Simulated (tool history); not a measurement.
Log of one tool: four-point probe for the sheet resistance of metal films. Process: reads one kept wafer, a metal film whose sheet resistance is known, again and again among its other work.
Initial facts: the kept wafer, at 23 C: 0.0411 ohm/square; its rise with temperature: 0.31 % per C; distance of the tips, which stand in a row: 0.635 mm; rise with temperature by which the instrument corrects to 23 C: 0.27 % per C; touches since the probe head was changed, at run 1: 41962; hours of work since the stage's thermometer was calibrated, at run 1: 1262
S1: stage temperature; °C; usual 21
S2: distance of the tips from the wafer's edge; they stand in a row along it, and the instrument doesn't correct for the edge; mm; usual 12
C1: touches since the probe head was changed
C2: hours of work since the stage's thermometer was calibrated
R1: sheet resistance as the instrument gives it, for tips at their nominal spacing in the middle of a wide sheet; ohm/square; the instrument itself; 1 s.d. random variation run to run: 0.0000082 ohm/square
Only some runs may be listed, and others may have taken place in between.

| run | hour | S1 | S2 | C1 | C2 | R1 |
|---|---|---|---|---|---|---|
| 1 | 0 | 21 | 12 | 41962 | 1262 | 0.04131 |
| 2 | 35.8 | 21 | 12 | 42908 | 1282 | 0.041321 |
| 3 | 63.3 | 21 | 12 | 43636 | 1298 | 0.041322 |
| 4 | 83.2 | 21 | 12 | 44161 | 1310 | 0.041318 |
| 5 | 127.5 | 33 | 12 | 45330 | 1335 | 0.04152 |
| 6 | 151.6 | 33 | 12 | 45968 | 1349 | 0.041531 |
| 7 | 189.3 | 19 | 12 | 46964 | 1371 | 0.041301 |
| 8 | 220.2 | 19 | 12 | 47782 | 1389 | 0.041298 |
|  | 223.3 | stage's thermometer calibrated |
| 9 | 251.4 | 31 | 4 | 48591 | 16 | 0.042025 |
| 10 | 283.5 | 31 | 4 | 49439 | 35 | 0.042021 |
| 11 | 328.1 | 25 | 34 | 50617 | 60 | 0.041382 |

Predict each of these 4 candidate next runs independently; none follows another, all start after run 11:
| A | 357.9 | 23 | 5 | 51405 | 78 | ? |
| B | 357.9 | 24 | 10 | 51405 | 78 | ? |
| C | 357.9 | 27 | 3 | 51405 | 78 | ? |
| D | 357.9 | 22 | 5 | 51405 | 78 | ? |

| run | R1 |
|---|---|
| A | 0.041707 |
| B | 0.04144 |
| C | 0.042386 |
| D | 0.04168 |
Had the tool no hidden state, the same runs would have come out as:
| run | R1 |
|---|---|
| A | 0.041455 |
| B | 0.04119 |
| C | 0.042131 |
| D | 0.041427 |
